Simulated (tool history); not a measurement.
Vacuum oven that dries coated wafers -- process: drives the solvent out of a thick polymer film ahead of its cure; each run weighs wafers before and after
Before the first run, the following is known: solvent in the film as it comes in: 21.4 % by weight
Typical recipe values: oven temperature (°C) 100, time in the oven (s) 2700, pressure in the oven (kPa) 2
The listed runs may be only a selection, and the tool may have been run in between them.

| run | hour | oven temperature (°C) | time in the oven (s) | pressure in the oven (kPa) | solvent left in the film (%) |
|---|---|---|---|---|---|
| 1 | 0 | 100 | 2700 | 2 | 1.34 |
| 2 | 59.1 | 100 | 2700 | 2 | 1.35 |
| 3 | 83.4 | 100 | 2700 | 2 | 1.29 |
| 4 | 111.9 | 100 | 2700 | 2 | 1.35 |
| 5 | 139.3 | 100 | 2700 | 2 | 1.34 |
| 6 | 175.6 | 100 | 2700 | 2 | 1.33 |
| 7 | 232.4 | 100 | 2700 | 2 | 1.34 |
| 8 | 281.8 | 100 | 2700 | 2 | 1.33 |
| 9 | 325 | 100 | 2700 | 2 | 1.28 |
| 10 | 352.3 | 100 | 2700 | 2 | 1.3 |
| 11 | 376.9 | 100 | 2700 | 4.99 | 1.94 |
| 12 | 404.1 | 100 | 2700 | 4.99 | 1.9 |
| 13 | 452 | 100 | 2700 | 1.44 | 1.22 |
| 14 | 496.8 | 100 | 2700 | 5.47 | 2 |
| 15 | 535.6 | 114 | 3540 | 1.07 | 0.21 |
| 16 | 570.6 | 114 | 3540 | 1.07 | 0.18 |
|  | 575.6 | oven's thermocouples calibrated |
| 17 | 607.3 | 100 | 2280 | 7.59 | 2.94 |
| 18 | 633.8 | 94 | 2280 | 2.25 | 3 |
| 19 | 689.5 | 100 | 3600 | 2 | 0.79 |
|  | 718.5 | oven's thermocouples calibrated, once more |
| 20 | 738.2 | 100 | 3600 | 2 | 0.74 |
| 21 | 786.6 | 100 | 3600 | 2 | 0.74 |
| 22 | 823.4 | 104 | 1800 | 1.15 | 1.77 |
| 23 | 848.1 | 104 | 1800 | 1.15 | 1.79 |
| 24 | 897.2 | 104 | 1800 | 1.15 | 1.79 |
| 25 | 946.3 | 104 | 1380 | 1.15 | 2.89 |
| 26 | 981.6 | 108 | 2820 | 1.03 | 0.44 |
| 27 | 1028.1 | 108 | 2820 | 1.03 | 0.43 |

What if the next run were any one of these 3? Each begins from the tool's condition after run 27:
| A | 1055.5 | 101 | 2880 | 1.04 | ? |
| B | 1055.5 | 91 | 2160 | 1.03 | ? |
| C | 1055.5 | 108 | 1440 | 1.03 | ? |

| run | solvent left in the film (%) |
|---|---|
| A | 0.83 |
| B | 3.49 |
| C | 1.98 |
With no hidden state in the tool, these same runs would have given:
| run | solvent left in the film (%) |
|---|---|
| A | 0.78 |
| B | 3.47 |
| C | 1.98 |
